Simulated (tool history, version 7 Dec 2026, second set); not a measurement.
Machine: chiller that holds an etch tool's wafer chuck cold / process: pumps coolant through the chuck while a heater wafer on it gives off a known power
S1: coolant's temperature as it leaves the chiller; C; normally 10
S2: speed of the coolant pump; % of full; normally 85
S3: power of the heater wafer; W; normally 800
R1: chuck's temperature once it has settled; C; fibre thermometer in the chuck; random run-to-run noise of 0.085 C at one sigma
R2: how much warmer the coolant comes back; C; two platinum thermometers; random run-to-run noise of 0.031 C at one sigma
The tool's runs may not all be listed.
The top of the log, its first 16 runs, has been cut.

run    hour  S1  S2    S3     R1    R2
 17  1932.1   6  85   730  11.24  2.91
 18  2075.4  14  87   608  18.55  2.28
     2112.8  -- gauge calibrated
 19  2175.3  16  80  1126   24.2  4.79
 20  2350.9  18  96   646     22  2.18
 21  2519.1  19  96   646   22.9  2.22
 22  2657.2  11  85   643   15.5  2.54
     2681.6  -- coolant changed, channels flushed
 23  2758.1   9  85   574  13.17  2.32
 24  2865.1   4  85   536   7.91  2.12
 25    2980  15  62   953  24.12  5.32
 26    3110  14  93   446   16.8  1.61
 27  3233.4  14  93   446  17.11  1.64
 28  3314.9   8  82  1087  16.01  4.47
 29  3463.6   8  82  1087  15.97  4.48
 30  3595.9  10  82   840  16.28  3.44
 31  3766.3  10  82   840  16.34  3.41

5 options for the next run, each taken on its own from the tool as it stands now. Forecast them:
  A  3874.5   2  80  536   ?   ?
  B  3874.5  19  82  840   ?   ?
  C  3874.5   9  73  800   ?   ?
  D  3874.5  10  85  800   ?   ?
  E  3874.5  12  84  840   ?   ?

run     R1    R2
  A   6.48  2.26
  B  25.45  3.51
  C  15.74  3.74
  D  15.82  3.17
  E  18.26  3.38
With the hidden condition removed and each run's random variation left untouched, the same runs would have given:
run     R1    R2
  A   6.09  2.25
  B  25.05   3.5
  C  15.34  3.73
  D  15.42  3.16
  E  17.86  3.38
